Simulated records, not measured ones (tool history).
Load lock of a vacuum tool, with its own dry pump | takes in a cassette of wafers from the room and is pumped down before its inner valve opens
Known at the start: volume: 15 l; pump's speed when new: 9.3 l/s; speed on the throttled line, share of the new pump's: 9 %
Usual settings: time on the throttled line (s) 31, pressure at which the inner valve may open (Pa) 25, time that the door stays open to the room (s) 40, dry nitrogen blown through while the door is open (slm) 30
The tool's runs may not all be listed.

| run | day | time on the throttled line (s) | pressure at which the inner valve may open (Pa) | time that the door stays open to the room (s) | dry nitrogen blown through while the door is open (slm) | incoming humidity of the room's air, % | time from the closed door until the inner valve may open (s) | rise of the pressure with all valves shut (Pa/min) |
|---|---|---|---|---|---|---|---|---|
| 1 | 0 | 31 | 25 | 40 | 30 | 42.6 | 42.5 | 0.043 |
| 2 | 16.1 | 31 | 25 | 40 | 30 | 46.4 | 42.3 | 0.048 |
| 3 | 27.208 | 31 | 25 | 40 | 30 | 46.9 | 42.4 | 0.05 |
| 4 | 43.808 | 31 | 25 | 40 | 30 | 44.8 | 42.6 | 0.05 |
| 5 | 56.454 | 31 | 25 | 40 | 12 | 45.2 | 42.7 | 0.064 |
| 6 | 68.896 | 31 | 25 | 40 | 12 | 45.1 | 42.9 | 0.063 |
| 7 | 86.083 | 31 | 25 | 40 | 5 | 47.7 | 43.1 | 0.085 |
| 8 | 103.558 | 31 | 49 | 40 | 5 | 46.7 | 41.9 | 0.091 |
| 9 | 112.158 | 31 | 49 | 40 | 5 | 45.7 | 42.1 | 0.09 |
| 10 | 129.796 | 31 | 49 | 189 | 5 | 43.7 | 42.2 | 0.158 |
| 11 | 138.917 | 31 | 49 | 189 | 5 | 47.9 | 41.8 | 0.169 |
| 12 | 151.967 | 31 | 20 | 40 | 30 | 44.3 | 43.8 | 0.077 |
| 13 | 159.233 | 31 | 25 | 40 | 30 | 49.9 | 43.7 | 0.082 |
| 14 | 174.525 | 31 | 25 | 40 | 30 | 46.8 | 43.4 | 0.081 |
| 15 | 188.654 | 31 | 25 | 54 | 30 | 41.9 | 43.6 | 0.091 |
| 16 | 206.279 | 31 | 25 | 40 | 13 | 40.5 | 43.6 | 0.098 |
| 17 | 216.954 | 31 | 25 | 40 | 4 | 48.9 | 44.2 | 0.125 |
| 18 | 226.583 | 31 | 26 | 40 | 30 | 44.7 | 43.8 | 0.092 |
| 19 | 243.762 | 39 | 20 | 30 | 16 | 42.8 | 51.6 | 0.106 |

Run 20 comes next. What will it give?
| 20 | 253.646 | 44 | 34 | 40 | 30 | 44.2 | ? | ? |

{"run 20": {"time from the closed door until the inner valve may open (s)": 55.2, "rise of the pressure with all valves shut (Pa/min)": 0.102}}
Without the tool's hidden state the same run would have given time from the closed door until the inner valve may open (s) 53.1, rise of the pressure with all valves shut (Pa/min) 0.015.
